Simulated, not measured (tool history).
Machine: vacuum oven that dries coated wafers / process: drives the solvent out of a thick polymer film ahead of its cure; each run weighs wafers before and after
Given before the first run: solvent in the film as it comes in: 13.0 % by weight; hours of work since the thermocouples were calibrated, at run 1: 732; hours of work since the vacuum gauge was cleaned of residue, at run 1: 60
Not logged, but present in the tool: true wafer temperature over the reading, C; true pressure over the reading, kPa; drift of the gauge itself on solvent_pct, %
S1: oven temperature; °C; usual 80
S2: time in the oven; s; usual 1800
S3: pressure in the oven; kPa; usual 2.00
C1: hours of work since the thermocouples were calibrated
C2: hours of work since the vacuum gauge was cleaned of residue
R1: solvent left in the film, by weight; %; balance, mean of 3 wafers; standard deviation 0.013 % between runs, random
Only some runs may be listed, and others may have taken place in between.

run 1 hour=0.0 | S1=80 S2=1800 S3=2.00 | C1=732 C2=60 | R1=2.24
run 2 hour=15.1 | S1=80 S2=1800 S3=2.53 | C1=739 C2=68 | R1=2.52
run 3 hour=31.5 | S1=80 S2=1800 S3=2.53 | C1=748 C2=76 | R1=2.54
run 4 hour=44.4 | S1=80 S2=1800 S3=2.53 | C1=754 C2=83 | R1=2.51
run 5 hour=61.2 | S1=80 S2=1800 S3=2.53 | C1=763 C2=92 | R1=2.51
run 6 hour=70.9 | S1=80 S2=1800 S3=2.53 | C1=768 C2=97 | R1=2.53
run 7 hour=86.5 | S1=80 S2=1800 S3=2.00 | C1=776 C2=105 | R1=2.22
run 8 hour=102.1 | S1=80 S2=1800 S3=2.00 | C1=784 C2=113 | R1=2.22
run 9 hour=111.9 | S1=80 S2=1800 S3=4.78 | C1=789 C2=118 | R1=3.66
run 10 hour=129.9 | S1=80 S2=1800 S3=4.78 | C1=799 C2=127 | R1=3.66
run 11 hour=139.0 | S1=80 S2=1800 S3=4.78 | C1=803 C2=132 | R1=3.66
run 12 hour=150.9 | S1=80 S2=1800 S3=4.78 | C1=809 C2=138 | R1=3.64
run 13 hour=162.6 | S1=80 S2=1800 S3=4.78 | C1=815 C2=144 | R1=3.65
run 14 hour=176.8 | S1=80 S2=1800 S3=2.00 | C1=823 C2=151 | R1=2.23
run 15 hour=188.1 | S1=80 S2=1800 S3=2.00 | C1=829 C2=157 | R1=2.24
run 16 hour=200.7 | S1=80 S2=1800 S3=2.00 | C1=835 C2=163 | R1=2.26
run 17 hour=219.8 | S1=80 S2=1800 S3=2.00 | C1=845 C2=173 | R1=2.24
-- hour=223.3 oven's thermocouples calibrated
run 18 hour=235.3 | S1=75 S2=1800 S3=4.19 | C1=6 C2=180 | R1=4.09
run 19 hour=248.6 | S1=80 S2=900 S3=1.05 | C1=13 C2=187 | R1=3.84
run 20 hour=267.8 | S1=80 S2=2160 S3=1.05 | C1=23 C2=197 | R1=1.26
run 21 hour=285.4 | S1=71 S2=2160 S3=3.67 | C1=32 C2=206 | R1=4.11
run 22 hour=300.8 | S1=71 S2=1620 S3=5.29 | C1=40 C2=214 | R1=5.87
run 23 hour=310.3 | S1=67 S2=1800 S3=3.46 | C1=45 C2=219 | R1=5.32
run 24 hour=319.5 | S1=65 S2=2220 S3=1.46 | C1=50 C2=224 | R1=3.59
run 25 hour=336.5 | S1=70 S2=2520 S3=1.53 | C1=58 C2=232 | R1=2.43
-- hour=353.3 oven's thermocouples calibrated, once more
run 26 hour=355.1 | S1=68 S2=2940 S3=2.00 | C1=1 C2=241 | R1=3.22
run 27 hour=365.3 | S1=80 S2=1800 S3=2.70 | C1=6 C2=246 | R1=2.85
run 28 hour=382.9 | S1=80 S2=1800 S3=2.70 | C1=15 C2=255 | R1=2.85
run 29 hour=395.8 | S1=92 S2=1800 S3=3.51 | C1=22 C2=262 | R1=1.69
run 30 hour=411.7 | S1=67 S2=960 S3=4.27 | C1=30 C2=270 | R1=8.14
run 31 hour=427.8 | S1=71 S2=2340 S3=7.77 | C1=38 C2=279 | R1=7.56
run 32 hour=436.6 | S1=73 S2=1800 S3=2.00 | C1=43 C2=283 | R1=3.65

Consider 3 possible next runs. They are alternatives, not a sequence: every one starts from the tool as it was left by run 32. What does each give?
run A hour=447.8 | S1=82 S2=2940 S3=1.26 | C1=49 C2=289 | R1=?
run B hour=447.8 | S1=75 S2=1140 S3=3.13 | C1=49 C2=289 | R1=?
run C hour=447.8 | S1=73 S2=2880 S3=2.07 | C1=49 C2=289 | R1=?

run=A R1=0.98
run=B R1=5.35
run=C R1=2.48
With no hidden state in the tool, these same runs would have given:
run=A R1=0.94
run=B R1=5.29
run=C R1=2.42
